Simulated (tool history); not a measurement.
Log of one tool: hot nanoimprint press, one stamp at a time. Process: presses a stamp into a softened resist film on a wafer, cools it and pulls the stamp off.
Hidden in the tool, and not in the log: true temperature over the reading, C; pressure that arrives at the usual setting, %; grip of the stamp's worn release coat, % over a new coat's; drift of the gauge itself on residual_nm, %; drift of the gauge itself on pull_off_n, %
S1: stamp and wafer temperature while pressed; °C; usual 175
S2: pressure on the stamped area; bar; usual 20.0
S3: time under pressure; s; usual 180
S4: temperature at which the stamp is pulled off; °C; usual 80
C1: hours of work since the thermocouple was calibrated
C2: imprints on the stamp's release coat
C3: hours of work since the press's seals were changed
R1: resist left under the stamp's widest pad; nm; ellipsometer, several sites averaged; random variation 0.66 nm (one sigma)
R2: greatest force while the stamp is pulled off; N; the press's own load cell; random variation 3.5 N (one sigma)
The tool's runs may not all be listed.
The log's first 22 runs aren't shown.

Run 23, hour 189.2: usual settings but S2 21.6 bar; C1 159; C2 1267; C3 222. Result: R1 118.6 nm, R2 173 N.
Run 24, hour 198.9: usual settings but S1 165 °C, S3 200 s, S4 78 °C; C1 164; C2 1303; C3 227. Result: R1 178.9 nm, R2 171 N.
Run 25, hour 210.2: usual settings but S1 165 °C, S3 200 s, S4 78 °C; C1 169; C2 1344; C3 233. Result: R1 180.7 nm, R2 174 N.
Run 26, hour 221.1: usual settings but S3 97 s; C1 174; C2 1385; C3 238. Result: R1 150.2 nm, R2 174 N.
Run 27, hour 229.0: usual settings but S3 102 s, S4 65 °C; C1 178; C2 1413; C3 242. Result: R1 150.2 nm, R2 189 N.
Run 28, hour 234.1: usual settings but S2 13.5 bar, S3 103 s; C1 181; C2 1432; C3 244. Result: R1 179.3 nm, R2 175 N.
Run 29, hour 243.2: usual settings but S1 173 °C, S2 25.3 bar, S4 71 °C; C1 185; C2 1466; C3 248. Result: R1 116.9 nm, R2 190 N.
Run 30, hour 249.4: usual settings but S1 173 °C, S2 25.3 bar, S4 71 °C; C1 188; C2 1489; C3 251. Result: R1 119.1 nm, R2 185 N.

Forecast each of these 4 alternatives for the next run:
Run A, hour 254.2: usual settings but S1 165 °C, S2 24.1 bar, S3 270 s, S4 71 °C; C1 190; C2 1506; C3 254. Result: R1 ?, R2 ?.
Run B, hour 254.2: usual settings but S1 170 °C, S4 73 °C; C1 190; C2 1506; C3 254. Result: R1 ?, R2 ?.
Run C, hour 254.2: usual settings but S1 173 °C, S2 25.3 bar, S4 86 °C; C1 190; C2 1506; C3 254. Result: R1 ?, R2 ?.
Run D, hour 254.2: usual settings but S1 173 °C, S2 25.3 bar, S4 85 °C; C1 190; C2 1506; C3 254. Result: R1 ?, R2 ?.

run     R1   R2
  A  149.2  185
  B  151.5  177
  C  117.1  162
  D  117.0  163
Without the tool's hidden state the same runs would have given:
run     R1   R2
  A  149.4  182
  B  151.7  174
  C  117.2  159
  D  117.1  161
